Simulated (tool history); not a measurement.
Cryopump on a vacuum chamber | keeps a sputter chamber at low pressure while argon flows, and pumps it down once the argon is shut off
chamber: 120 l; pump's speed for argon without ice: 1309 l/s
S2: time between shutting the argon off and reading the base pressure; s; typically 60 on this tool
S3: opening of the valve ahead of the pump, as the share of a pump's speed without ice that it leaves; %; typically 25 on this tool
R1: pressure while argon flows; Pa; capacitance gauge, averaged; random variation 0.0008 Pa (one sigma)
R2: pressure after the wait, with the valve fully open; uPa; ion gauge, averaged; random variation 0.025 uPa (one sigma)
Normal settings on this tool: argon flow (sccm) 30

{"run": 1, "hour": 0.0, "argon flow (sccm)": 30, "S2": 60, "S3": 25, "R1": 0.1639, "R2": 2.96}
{"run": 2, "hour": 42.4, "argon flow (sccm)": 30, "S2": 60, "S3": 25, "R1": 0.1617, "R2": 3.21}
{"run": 3, "hour": 105.2, "argon flow (sccm)": 30, "S2": 60, "S3": 39, "R1": 0.1071, "R2": 3.27}
{"hour": 159.5, "done": "pump warmed up, emptied and cooled again"}
{"run": 4, "hour": 170.9, "argon flow (sccm)": 30, "S2": 60, "S3": 39, "R1": 0.0999, "R2": 2.84}
{"run": 5, "hour": 230.9, "argon flow (sccm)": 30, "S2": 60, "S3": 39, "R1": 0.1004, "R2": 2.85}
{"run": 6, "hour": 269.9, "argon flow (sccm)": 30, "S2": 60, "S3": 39, "R1": 0.1, "R2": 2.9}
{"run": 7, "hour": 328.3, "argon flow (sccm)": 30, "S2": 60, "S3": 25, "R1": 0.155, "R2": 2.98}
{"run": 8, "hour": 383.8, "argon flow (sccm)": 30, "S2": 60, "S3": 52, "R1": 0.0749, "R2": 3.03}
{"run": 9, "hour": 433.1, "argon flow (sccm)": 30, "S2": 60, "S3": 25, "R1": 0.1546, "R2": 3.16}
{"run": 10, "hour": 492.4, "argon flow (sccm)": 30, "S2": 60, "S3": 32, "R1": 0.1218, "R2": 3.03}
{"run": 11, "hour": 553.7, "argon flow (sccm)": 12, "S2": 78, "S3": 25, "R1": 0.0615, "R2": 2.95}
{"run": 12, "hour": 615.1, "argon flow (sccm)": 26, "S2": 78, "S3": 47, "R1": 0.072, "R2": 2.94}
{"run": 13, "hour": 645.5, "argon flow (sccm)": 26, "S2": 78, "S3": 47, "R1": 0.0721, "R2": 3.05}
{"run": 14, "hour": 681.6, "argon flow (sccm)": 27, "S2": 120, "S3": 33, "R1": 0.1063, "R2": 2.81}
{"run": 15, "hour": 723.7, "argon flow (sccm)": 27, "S2": 120, "S3": 33, "R1": 0.108, "R2": 2.83}
{"run": 16, "hour": 788.0, "argon flow (sccm)": 27, "S2": 120, "S3": 33, "R1": 0.1076, "R2": 3.04}
{"run": 17, "hour": 849.9, "argon flow (sccm)": 27, "S2": 120, "S3": 33, "R1": 0.1086, "R2": 3.04}
{"run": 18, "hour": 901.9, "argon flow (sccm)": 30, "S2": 181, "S3": 23, "R1": 0.1705, "R2": 2.99}

Some steps in R1, run to run, broken into two amounts with sign: the step expected even without the hidden condition (settings, incoming material, random variation), and the rest, left for the hidden condition together with whatever gauge scatter is not in both the measured and the hidden-condition-free result:
The hidden state here: pump's speed, % of a pump's without ice; cold plate's temperature, K; leak into the chamber, uPa l/s; drift of the gauge itself on working_pa, %; drift of the gauge itself on base_upa, %.
Run 3 -> 4: pump warmed up, emptied and cooled again. R1 -0.0072 Pa: hidden state -0.0082, all else +0.0010.
Run 7 -> 8: S3 25 -> 52. R1 -0.0801 Pa: hidden state +0.0002, all else -0.0803.

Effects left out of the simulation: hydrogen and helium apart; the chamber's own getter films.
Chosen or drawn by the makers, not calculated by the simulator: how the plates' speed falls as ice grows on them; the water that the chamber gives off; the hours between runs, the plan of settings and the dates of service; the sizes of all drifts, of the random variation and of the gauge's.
